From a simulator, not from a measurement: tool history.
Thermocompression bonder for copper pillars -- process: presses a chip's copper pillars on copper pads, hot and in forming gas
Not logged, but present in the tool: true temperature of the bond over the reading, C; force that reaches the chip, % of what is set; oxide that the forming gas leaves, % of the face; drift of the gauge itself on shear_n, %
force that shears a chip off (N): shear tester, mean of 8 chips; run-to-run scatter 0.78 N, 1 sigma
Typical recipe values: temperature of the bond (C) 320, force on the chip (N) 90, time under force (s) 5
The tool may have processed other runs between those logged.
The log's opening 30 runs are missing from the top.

| run | hour | temperature of the bond (C) | force on the chip (N) | time under force (s) | hours of work since the heater was calibrated | hours of work since the force cell was calibrated | hours of work since the gas filter was changed | force that shears a chip off (N) |
|---|---|---|---|---|---|---|---|---|
| 31 | 658.6 | 323 | 104 | 6 | 798 | 435 | 105 | 75.5 |
| 32 | 683.4 | 323 | 104 | 6 | 808 | 445 | 115 | 76.3 |
| 33 | 703.8 | 323 | 104 | 6 | 816 | 454 | 123 | 75.0 |
| 34 | 730.3 | 320 | 90 | 10 | 827 | 465 | 134 | 76.0 |
| 35 | 748.0 | 320 | 90 | 10 | 835 | 472 | 141 | 76.4 |
| 36 | 769.2 | 298 | 125 | 5 | 843 | 481 | 150 | 69.4 |
| 37 | 799.0 | 298 | 125 | 5 | 856 | 493 | 162 | 69.1 |
| 38 | 820.7 | 338 | 105 | 13 | 864 | 502 | 171 | 97.1 |
| 39 | 837.7 | 338 | 105 | 13 | 871 | 509 | 178 | 98.0 |
| 40 | 853.9 | 305 | 69 | 13 | 878 | 515 | 185 | 60.8 |

What if the next run were any one of these 3? Each begins from the tool's condition after run 40:
| A | 880.4 | 337 | 108 | 13 | 889 | 526 | 196 | ? |
| B | 880.4 | 305 | 69 | 3 | 889 | 526 | 196 | ? |
| C | 880.4 | 320 | 99 | 12 | 889 | 526 | 196 | ? |

| run | force that shears a chip off (N) |
|---|---|
| A | 97.2 |
| B | 34.5 |
| C | 84.9 |
The same runs, with their run-to-run variation unchanged, on a tool lacking any hidden condition would have given:
| run | force that shears a chip off (N) |
|---|---|
| A | 97.2 |
| B | 33.3 |
| C | 84.0 |

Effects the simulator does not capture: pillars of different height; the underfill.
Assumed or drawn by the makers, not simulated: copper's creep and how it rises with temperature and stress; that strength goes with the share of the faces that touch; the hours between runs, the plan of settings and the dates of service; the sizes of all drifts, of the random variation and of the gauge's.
